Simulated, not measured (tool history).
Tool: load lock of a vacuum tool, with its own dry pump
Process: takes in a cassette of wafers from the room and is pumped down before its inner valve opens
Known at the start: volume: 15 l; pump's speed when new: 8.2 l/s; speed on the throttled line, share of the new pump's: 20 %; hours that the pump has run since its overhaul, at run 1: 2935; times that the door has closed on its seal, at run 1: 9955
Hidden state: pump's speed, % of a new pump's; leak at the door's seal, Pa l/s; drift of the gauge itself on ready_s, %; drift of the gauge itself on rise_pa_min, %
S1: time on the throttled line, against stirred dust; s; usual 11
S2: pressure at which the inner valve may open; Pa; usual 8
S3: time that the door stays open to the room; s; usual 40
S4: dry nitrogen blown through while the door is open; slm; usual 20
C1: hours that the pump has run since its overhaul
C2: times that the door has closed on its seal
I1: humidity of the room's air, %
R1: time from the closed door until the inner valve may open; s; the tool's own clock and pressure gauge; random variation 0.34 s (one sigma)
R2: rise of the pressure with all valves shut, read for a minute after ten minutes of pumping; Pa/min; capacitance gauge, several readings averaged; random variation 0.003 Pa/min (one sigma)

run	hour	S1	S2	S3	S4	C1	C2	I1	R1	R2
1	0.0	11	8	40	20	2935	9955	42.3	27.8	0.062
2	215.8	11	8	40	20	3151	10548	48.1	28.3	0.068
3	435.5	10	8	40	20	3371	11153	45.3	27.2	0.068
4	692.6	10	8	40	20	3628	11860	45.9	27.2	0.060
5	831.2	10	8	40	20	3766	12242	40.1	27.2	0.065
6	1039.3	10	8	40	20	3974	12814	44.5	27.2	0.074
7	1246.8	17	8	40	20	4182	13385	44.2	32.8	0.071
8	1425.4	17	8	40	20	4361	13876	44.3	33.1	0.077
9	1692.9	17	8	40	20	4628	14612	45.9	33.2	0.079
10	1957.6	17	8	40	20	4893	15341	42.8	32.6	0.080
11	2182.7	11	8	40	22	5118	15960	45.1	28.5	0.078
12	2320.3	11	8	40	20	5255	16339	44.3	28.7	0.081
13	2500.8	11	8	40	20	5436	16835	45.8	28.7	0.088
14	2712.2	11	8	40	20	5647	17417	45.5	29.2	0.092
15	2911.3	11	8	40	20	5846	17964	45.6	29.4	0.094
16	3170.6	11	8	40	20	6106	18678	43.4	28.8	0.098
17	3447.2	11	8	26	20	6382	19439	47.1	29.4	0.095
18	3598.8	11	8	26	20	6534	19856	45.4	29.3	0.100
19	3736.2	11	8	40	20	6671	20234	44.1	29.7	0.105
20	3971.5	11	15	27	44	6907	20881	46.1	28.1	0.100
21	4115.3	11	8	37	7	7050	21277	44.7	29.7	0.130
22	4379.0	11	8	40	6	7314	22002	46.4	29.7	0.146
23	4630.6	11	8	40	6	7566	22694	44.2	29.9	0.143
24	4798.6	8	7	40	11	7734	23157	45.8	28.5	0.134
25	5038.4	8	9	198	15	7974	23817	47.2	27.3	0.161
26	5163.0	20	8	26	8	8098	24159	42.2	36.7	0.138
27	5367.9	11	8	45	9	8303	24723	48.8	30.5	0.154
28	5583.6	11	14	40	20	8519	25316	44.3	29.5	0.135
29	5786.4	22	8	40	20	8722	25874	43.2	38.7	0.141
30	6007.3	22	8	203	22	8942	26482	42.5	39.5	0.169
31	6192.2	7	13	30	22	9127	26991	46.8	27.1	0.145
32	6454.2	11	15	40	10	9389	27712	47.3	30.3	0.167
33	6717.2	11	6	40	4	9652	28435	47.8	32.6	0.190
34	6859.2	11	6	40	4	9794	28826	45.9	32.6	0.189
# hour 6962.0: dry pump taken out, an overhauled one fitted
35	6979.7	11	6	40	4	18	29141	46.7	27.4	0.198
36	7218.1	15	6	37	20	256	29797	44.5	30.6	0.165
37	7368.0	15	12	161	27	406	30209	44.5	29.5	0.177
38	7621.5	15	12	161	27	659	30907	46.3	29.2	0.174

How the hidden state differs across the entries between the runs, from the last listed run before each to the first after it:
Between runs 34 and 35: dry pump taken out, an overhauled one fitted (hour 6962.0)
  pump's speed, % of a new pump's: 75 -> 98.9; leak at the door's seal, Pa l/s: 0.0331 -> 0.0336
  measured less the result without the state, R1: +5.5 -> +0.1 s; R2: +0.125 -> +0.128 Pa/min
